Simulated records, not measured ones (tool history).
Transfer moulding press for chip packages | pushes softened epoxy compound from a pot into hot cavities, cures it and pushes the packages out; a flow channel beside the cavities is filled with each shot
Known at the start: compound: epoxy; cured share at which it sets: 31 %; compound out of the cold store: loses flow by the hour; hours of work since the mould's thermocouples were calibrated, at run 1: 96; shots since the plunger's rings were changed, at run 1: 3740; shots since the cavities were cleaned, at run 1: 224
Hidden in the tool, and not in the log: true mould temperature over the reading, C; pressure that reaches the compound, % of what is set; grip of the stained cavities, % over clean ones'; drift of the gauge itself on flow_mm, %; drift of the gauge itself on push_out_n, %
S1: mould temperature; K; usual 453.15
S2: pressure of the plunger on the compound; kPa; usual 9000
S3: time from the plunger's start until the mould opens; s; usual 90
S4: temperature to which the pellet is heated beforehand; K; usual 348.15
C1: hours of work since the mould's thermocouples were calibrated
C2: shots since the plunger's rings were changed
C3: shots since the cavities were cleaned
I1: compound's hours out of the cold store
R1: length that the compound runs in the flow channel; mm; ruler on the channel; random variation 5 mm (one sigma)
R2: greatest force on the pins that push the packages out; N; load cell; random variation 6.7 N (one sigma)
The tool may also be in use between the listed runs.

| run | hour | S1 | S2 | S3 | S4 | C1 | C2 | C3 | I1 | R1 | R2 |
|---|---|---|---|---|---|---|---|---|---|---|---|
| 1 | 0 | 453.15 | 9000 | 90 | 348.15 | 96 | 3740 | 224 | 21 | 556 | 293 |
| 2 | 6.2 | 451.15 | 9000 | 90 | 348.15 | 100 | 3822 | 306 | 43 | 519 | 313 |
| 3 | 16.9 | 453.15 | 9000 | 90 | 348.15 | 108 | 3966 | 450 | 39.5 | 518 | 284 |
| 4 | 22.5 | 453.15 | 9000 | 90 | 348.15 | 112 | 4040 | 524 | 35.1 | 527 | 274 |
| 5 | 28.4 | 453.15 | 9000 | 90 | 348.15 | 116 | 4118 | 602 | 13.1 | 580 | 295 |
| 6 | 35.2 | 453.15 | 6960 | 90 | 348.15 | 121 | 4209 | 693 | 21.8 | 484 | 290 |
|  | 40.4 | cavities cleaned with cleaning compound and waxed |
| 7 | 47.4 | 453.15 | 6960 | 90 | 348.15 | 128 | 4351 | 92 | 41.1 | 453 | 265 |
| 8 | 56.7 | 453.15 | 7360 | 90 | 352.15 | 135 | 4475 | 216 | 44.6 | 463 | 268 |
| 9 | 63.6 | 452.15 | 7360 | 80 | 352.15 | 140 | 4567 | 308 | 19.3 | 513 | 430 |
| 10 | 73.1 | 455.15 | 9000 | 90 | 341.15 | 146 | 4693 | 434 | 40.6 | 519 | 258 |
| 11 | 82.9 | 453.15 | 7530 | 108 | 356.15 | 153 | 4825 | 566 | 33.5 | 495 | 205 |

Forecast run 12:
| 12 | 89.2 | 453.15 | 7530 | 108 | 356.15 | 158 | 4907 | 648 | 23.4 | ? | ? |

Run 12 gave R1 502 mm, R2 212 N.
Without the tool's hidden state the same run would have given R1 502 mm, R2 209 N.
